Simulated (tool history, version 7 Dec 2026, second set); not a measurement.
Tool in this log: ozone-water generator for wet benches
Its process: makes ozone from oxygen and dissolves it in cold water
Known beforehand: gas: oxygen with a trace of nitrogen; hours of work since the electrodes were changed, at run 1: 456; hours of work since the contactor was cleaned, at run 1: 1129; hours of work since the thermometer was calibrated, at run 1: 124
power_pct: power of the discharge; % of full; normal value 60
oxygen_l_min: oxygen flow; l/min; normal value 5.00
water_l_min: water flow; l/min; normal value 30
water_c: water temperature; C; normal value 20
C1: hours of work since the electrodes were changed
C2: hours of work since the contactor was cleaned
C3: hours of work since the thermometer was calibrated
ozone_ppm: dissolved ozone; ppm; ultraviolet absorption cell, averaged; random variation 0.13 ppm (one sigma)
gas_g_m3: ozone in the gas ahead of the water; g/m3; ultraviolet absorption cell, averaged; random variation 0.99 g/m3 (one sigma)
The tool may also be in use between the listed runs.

{"run": 1, "hour": 0.0, "power_pct": 60, "oxygen_l_min": 5.0, "water_l_min": 30, "water_c": 20, "C1": 456, "C2": 1129, "C3": 124, "ozone_ppm": 13.9, "gas_g_m3": 170.2}
{"run": 2, "hour": 74.8, "power_pct": 60, "oxygen_l_min": 5.0, "water_l_min": 30, "water_c": 20, "C1": 507, "C2": 1180, "C3": 175, "ozone_ppm": 13.7, "gas_g_m3": 170.5}
{"run": 3, "hour": 133.4, "power_pct": 60, "oxygen_l_min": 5.0, "water_l_min": 30, "water_c": 20, "C1": 547, "C2": 1219, "C3": 214, "ozone_ppm": 13.6, "gas_g_m3": 168.0}
{"run": 4, "hour": 220.6, "power_pct": 60, "oxygen_l_min": 4.11, "water_l_min": 30, "water_c": 20, "C1": 606, "C2": 1278, "C3": 273, "ozone_ppm": 12.9, "gas_g_m3": 186.1}
{"run": 5, "hour": 266.9, "power_pct": 60, "oxygen_l_min": 5.0, "water_l_min": 30, "water_c": 20, "C1": 637, "C2": 1310, "C3": 305, "ozone_ppm": 13.6, "gas_g_m3": 169.8}
{"run": 6, "hour": 312.9, "power_pct": 60, "oxygen_l_min": 3.2, "water_l_min": 30, "water_c": 20, "C1": 668, "C2": 1341, "C3": 336, "ozone_ppm": 12.3, "gas_g_m3": 204.4}
{"run": 7, "hour": 376.2, "power_pct": 60, "oxygen_l_min": 3.2, "water_l_min": 30, "water_c": 20, "C1": 711, "C2": 1384, "C3": 379, "ozone_ppm": 12.1, "gas_g_m3": 200.8}
{"run": 8, "hour": 414.3, "power_pct": 60, "oxygen_l_min": 5.0, "water_l_min": 21, "water_c": 20, "C1": 737, "C2": 1409, "C3": 404, "ozone_ppm": 18.2, "gas_g_m3": 169.3}
{"run": 9, "hour": 482.5, "power_pct": 79, "oxygen_l_min": 7.49, "water_l_min": 41, "water_c": 16, "C1": 783, "C2": 1456, "C3": 451, "ozone_ppm": 14.8, "gas_g_m3": 180.4}
{"run": 10, "hour": 559.5, "power_pct": 79, "oxygen_l_min": 7.49, "water_l_min": 41, "water_c": 16, "C1": 835, "C2": 1508, "C3": 503, "ozone_ppm": 14.7, "gas_g_m3": 181.4}
{"run": 11, "hour": 649.7, "power_pct": 60, "oxygen_l_min": 5.0, "water_l_min": 30, "water_c": 12, "C1": 896, "C2": 1569, "C3": 564, "ozone_ppm": 14.6, "gas_g_m3": 168.1}
{"run": 12, "hour": 727.8, "power_pct": 41, "oxygen_l_min": 5.0, "water_l_min": 41, "water_c": 17, "C1": 949, "C2": 1622, "C3": 616, "ozone_ppm": 7.5, "gas_g_m3": 123.3}
{"run": 13, "hour": 794.5, "power_pct": 46, "oxygen_l_min": 6.5, "water_l_min": 38, "water_c": 14, "C1": 994, "C2": 1667, "C3": 662, "ozone_ppm": 9.8, "gas_g_m3": 122.4}
{"run": 14, "hour": 841.0, "power_pct": 60, "oxygen_l_min": 5.0, "water_l_min": 30, "water_c": 28, "C1": 1025, "C2": 1698, "C3": 693, "ozone_ppm": 12.3, "gas_g_m3": 168.2}
{"run": 15, "hour": 882.4, "power_pct": 62, "oxygen_l_min": 2.82, "water_l_min": 28, "water_c": 19, "C1": 1053, "C2": 1726, "C3": 721, "ozone_ppm": 12.7, "gas_g_m3": 219.4}
{"run": 16, "hour": 966.2, "power_pct": 62, "oxygen_l_min": 2.82, "water_l_min": 28, "water_c": 19, "C1": 1110, "C2": 1783, "C3": 778, "ozone_ppm": 12.5, "gas_g_m3": 218.0}

Branching from run 16: 4 alternative next runs. What would each branch give?
{"run": "A", "hour": 1006.5, "power_pct": 72, "oxygen_l_min": 2.82, "water_l_min": 30, "water_c": 27, "C1": 1137, "C2": 1810, "C3": 805, "ozone_ppm": "?", "gas_g_m3": "?"}
{"run": "B", "hour": 1006.5, "power_pct": 60, "oxygen_l_min": 5.0, "water_l_min": 30, "water_c": 13, "C1": 1137, "C2": 1810, "C3": 805, "ozone_ppm": "?", "gas_g_m3": "?"}
{"run": "C", "hour": 1006.5, "power_pct": 60, "oxygen_l_min": 2.72, "water_l_min": 30, "water_c": 20, "C1": 1137, "C2": 1810, "C3": 805, "ozone_ppm": "?", "gas_g_m3": "?"}
{"run": "D", "hour": 1006.5, "power_pct": 87, "oxygen_l_min": 5.27, "water_l_min": 33, "water_c": 19, "C1": 1137, "C2": 1810, "C3": 805, "ozone_ppm": "?", "gas_g_m3": "?"}

run=A ozone_ppm=12.5 gas_g_m3=250.3
run=B ozone_ppm=14.6 gas_g_m3=168.2
run=C ozone_ppm=11.3 gas_g_m3=217.4
run=D ozone_ppm=17.3 gas_g_m3=228.0
Without the tool's unlogged condition, the same runs would have read:
run=A ozone_ppm=12.9 gas_g_m3=255.6
run=B ozone_ppm=15.0 gas_g_m3=171.2
run=C ozone_ppm=11.6 gas_g_m3=221.3
run=D ozone_ppm=18.0 gas_g_m3=233.6
